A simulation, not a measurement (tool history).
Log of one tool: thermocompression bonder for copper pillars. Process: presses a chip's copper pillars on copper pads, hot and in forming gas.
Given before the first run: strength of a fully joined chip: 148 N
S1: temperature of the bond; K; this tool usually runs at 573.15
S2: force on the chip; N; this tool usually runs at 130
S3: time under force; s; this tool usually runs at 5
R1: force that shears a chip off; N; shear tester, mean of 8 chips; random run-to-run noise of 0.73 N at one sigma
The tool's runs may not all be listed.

run,day,S1,S2,S3,R1
1,0,573.15,130,5,74.3
2,0.233,573.15,179,5,87.1
3,0.446,573.15,153,5,81.4
4,0.754,573.15,153,5,81.2
5,1.225,573.15,99,5,65.1
6,1.454,573.15,105,10,84.2
7,1.821,573.15,105,15,98.2
8,2.033,592.15,152,4,93.3
9,2.254,592.15,152,4,93
10,2.508,601.15,168,12,131.3

Consider 5 possible next runs. They are alternatives, not a sequence: every one starts from the tool as it was left by run 10. What does each give?
A,2.812,570.15,134,3,?
B,2.812,577.15,142,8,?
C,2.812,574.15,168,12,?
D,2.812,601.15,112,5,?
E,2.812,601.15,190,4,?

run,R1
A,59.9
B,94.1
C,109.2
D,95.3
E,108.4
Take away the tool's hidden state, keep each run's random variation, and the runs would have read:
run,R1
A,60.1
B,94.3
C,109.4
D,95.5
E,108.6

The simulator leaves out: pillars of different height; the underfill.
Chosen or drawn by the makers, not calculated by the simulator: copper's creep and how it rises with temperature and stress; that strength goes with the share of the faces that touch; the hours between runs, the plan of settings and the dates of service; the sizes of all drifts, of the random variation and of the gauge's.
